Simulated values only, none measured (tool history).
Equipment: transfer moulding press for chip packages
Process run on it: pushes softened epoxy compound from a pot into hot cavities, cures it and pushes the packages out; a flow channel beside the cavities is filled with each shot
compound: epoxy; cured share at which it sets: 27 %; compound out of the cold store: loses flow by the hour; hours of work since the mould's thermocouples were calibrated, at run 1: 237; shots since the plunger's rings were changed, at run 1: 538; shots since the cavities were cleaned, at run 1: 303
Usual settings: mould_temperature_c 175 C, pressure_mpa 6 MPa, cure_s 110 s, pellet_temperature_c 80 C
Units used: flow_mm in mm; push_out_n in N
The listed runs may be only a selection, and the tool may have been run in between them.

| run | hour | mould_temperature_c | pressure_mpa | cure_s | pellet_temperature_c | hours of work since the mould's thermocouples were calibrated | shots since the plunger's rings were changed | shots since the cavities were cleaned | incoming compound's hours out of the cold store | flow_mm | push_out_n |
|---|---|---|---|---|---|---|---|---|---|---|---|
| 1 | 0 | 175 | 6 | 110 | 80 | 237 | 538 | 303 | 36.2 | 539 | 293 |
| 2 | 27.5 | 175 | 6 | 110 | 80 | 256 | 829 | 594 | 41.8 | 514 | 340 |
|  | 62.5 | cavities cleaned with cleaning compound and waxed |
| 3 | 62.5 | 175 | 6 | 110 | 80 | 279 | 1184 | 0 | 37.2 | 530 | 415 |
| 4 | 107.7 | 175 | 6 | 110 | 80 | 310 | 1664 | 480 | 11.9 | 614 | 414 |
| 5 | 148 | 175 | 6 | 110 | 80 | 337 | 2090 | 906 | 26.9 | 554 | 406 |
|  | 155.6 | cavities cleaned with cleaning compound and waxed |
| 6 | 176.5 | 175 | 6 | 110 | 74 | 356 | 2377 | 221 | 28 | 548 | 303 |
|  | 203 | mould's thermocouples calibrated |
| 7 | 230.4 | 175 | 6 | 110 | 74 | 19 | 2927 | 771 | 36.9 | 514 | 364 |
|  | 250.2 | cavities cleaned with cleaning compound and waxed |
| 8 | 280.7 | 175 | 6 | 110 | 80 | 52 | 3445 | 324 | 47.8 | 476 | 307 |
|  | 329 | cavities cleaned with cleaning compound and waxed, once more |
| 9 | 330.6 | 175 | 6 | 110 | 80 | 85 | 3958 | 18 | 20.5 | 554 | 263 |

Run 10 is up next; what results do you expect?
|  | 377.6 | plunger's sealing rings changed |
| 10 | 384 | 175 | 6 | 110 | 80 | 120 | 68 | 557 | 45.8 | ? | ? |

{"run 10": {"flow_mm": 512, "push_out_n": 333}}
With the hidden condition absent and the run-to-run variation left alone, this run would have shown flow_mm 513 mm, push_out_n 242 N.
